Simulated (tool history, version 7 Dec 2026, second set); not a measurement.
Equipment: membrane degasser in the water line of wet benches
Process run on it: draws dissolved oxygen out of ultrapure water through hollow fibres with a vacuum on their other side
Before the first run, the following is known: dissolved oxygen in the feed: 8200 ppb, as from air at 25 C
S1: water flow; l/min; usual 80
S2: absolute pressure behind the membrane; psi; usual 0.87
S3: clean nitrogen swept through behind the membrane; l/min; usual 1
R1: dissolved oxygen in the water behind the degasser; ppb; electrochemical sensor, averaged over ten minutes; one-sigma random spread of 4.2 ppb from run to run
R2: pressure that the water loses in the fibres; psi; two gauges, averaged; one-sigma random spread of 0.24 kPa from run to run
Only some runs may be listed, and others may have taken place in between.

{"run": 1, "day": 0.0, "S1": 80, "S2": 0.87, "S3": 1, "R1": 455.6, "R2": 9.805}
{"run": 2, "day": 9.317, "S1": 80, "S2": 0.87, "S3": 1, "R1": 459.7, "R2": 9.812}
{"run": 3, "day": 15.029, "S1": 80, "S2": 0.87, "S3": 1, "R1": 474.9, "R2": 9.806}
{"run": 4, "day": 21.642, "S1": 80, "S2": 0.87, "S3": 1, "R1": 466, "R2": 9.786}
{"run": 5, "day": 25.875, "S1": 80, "S2": 0.87, "S3": 1, "R1": 470.5, "R2": 9.826}
{"run": 6, "day": 33.662, "S1": 80, "S2": 0.87, "S3": 1, "R1": 482.7, "R2": 9.87}
{"day": 35.121, "done": "vacuum gauge calibrated"}
{"run": 7, "day": 39.275, "S1": 80, "S2": 0.87, "S3": 1, "R1": 497.5, "R2": 9.832}
{"run": 8, "day": 45.646, "S1": 80, "S2": 0.87, "S3": 1, "R1": 501.9, "R2": 9.893}
{"run": 9, "day": 49.792, "S1": 80, "S2": 0.87, "S3": 1, "R1": 503.4, "R2": 9.883}
{"run": 10, "day": 57.654, "S1": 80, "S2": 0.87, "S3": 1, "R1": 502.6, "R2": 9.883}
{"run": 11, "day": 62.542, "S1": 80, "S2": 0.87, "S3": 1, "R1": 499.4, "R2": 9.954}
{"day": 63.433, "done": "vacuum gauge calibrated, once more"}
{"run": 12, "day": 67.788, "S1": 80, "S2": 0.87, "S3": 1, "R1": 436.6, "R2": 9.976}
{"run": 13, "day": 76.617, "S1": 80, "S2": 0.87, "S3": 1, "R1": 446.2, "R2": 9.937}
{"run": 14, "day": 80.667, "S1": 80, "S2": 0.87, "S3": 1, "R1": 443.7, "R2": 9.973}
{"run": 15, "day": 84.896, "S1": 80, "S2": 0.87, "S3": 1, "R1": 439.1, "R2": 10.002}
{"run": 16, "day": 89.704, "S1": 58, "S2": 0.87, "S3": 1, "R1": 326.9, "R2": 7.224}
{"day": 93.425, "done": "seals of the vacuum lines changed"}
{"run": 17, "day": 93.708, "S1": 58, "S2": 0.87, "S3": 1, "R1": 330.7, "R2": 7.19}
{"run": 18, "day": 103.0, "S1": 83, "S2": 0.87, "S3": 1, "R1": 468.2, "R2": 10.359}
{"run": 19, "day": 110.171, "S1": 83, "S2": 0.87, "S3": 1, "R1": 466.8, "R2": 10.383}
{"run": 20, "day": 114.029, "S1": 71, "S2": 0.87, "S3": 1, "R1": 401.3, "R2": 8.863}
{"run": 21, "day": 122.812, "S1": 76, "S2": 1.297, "S3": 1.83, "R1": 526.6, "R2": 9.414}
{"run": 22, "day": 127.708, "S1": 84, "S2": 0.674, "S3": 1.38, "R1": 266.3, "R2": 10.562}
{"run": 23, "day": 133.079, "S1": 99, "S2": 0.999, "S3": 1.07, "R1": 670.9, "R2": 12.466}
{"run": 24, "day": 142.05, "S1": 79, "S2": 0.789, "S3": 0.65, "R1": 481.7, "R2": 9.954}
{"run": 25, "day": 150.375, "S1": 59, "S2": 0.815, "S3": 0.8, "R1": 353.3, "R2": 7.459}
{"run": 26, "day": 158.117, "S1": 52, "S2": 0.87, "S3": 0.77, "R1": 371.2, "R2": 6.602}
{"run": 27, "day": 163.638, "S1": 94, "S2": 0.87, "S3": 1.49, "R1": 463, "R2": 11.924}
{"run": 28, "day": 170.579, "S1": 81, "S2": 0.587, "S3": 1.53, "R1": 196.5, "R2": 10.254}
{"run": 29, "day": 176.596, "S1": 127, "S2": 0.587, "S3": 0.45, "R1": 547.7, "R2": 16.076}
{"run": 30, "day": 182.267, "S1": 127, "S2": 0.587, "S3": 0.45, "R1": 556.8, "R2": 16.093}
{"run": 31, "day": 189.762, "S1": 127, "S2": 0.587, "S3": 0.45, "R1": 560.2, "R2": 16.089}
{"run": 32, "day": 196.633, "S1": 127, "S2": 0.587, "S3": 0.45, "R1": 558.4, "R2": 16.099}

Branching from run 32: 4 alternative next runs. What would each branch give?
{"run": "A", "day": 203.596, "S1": 127, "S2": 0.571, "S3": 0.46, "R1": "?", "R2": "?"}
{"run": "B", "day": 203.596, "S1": 127, "S2": 2.173, "S3": 0.46, "R1": "?", "R2": "?"}
{"run": "C", "day": 203.596, "S1": 79, "S2": 1.244, "S3": 1.35, "R1": "?", "R2": "?"}
{"run": "D", "day": 203.596, "S1": 67, "S2": 0.598, "S3": 1.84, "R1": "?", "R2": "?"}

run=A R1=535.2 R2=16.233
run=B R1=2744.6 R2=16.207
run=C R1=653.6 R2=10.048
run=D R1=142.2 R2=8.569
What these runs would have given with no unlogged condition in the tool:
run=A R1=385.2 R2=14.694
run=B R1=2660.8 R2=14.671
run=C R1=597.1 R2=9.097
run=D R1=99.5 R2=7.76

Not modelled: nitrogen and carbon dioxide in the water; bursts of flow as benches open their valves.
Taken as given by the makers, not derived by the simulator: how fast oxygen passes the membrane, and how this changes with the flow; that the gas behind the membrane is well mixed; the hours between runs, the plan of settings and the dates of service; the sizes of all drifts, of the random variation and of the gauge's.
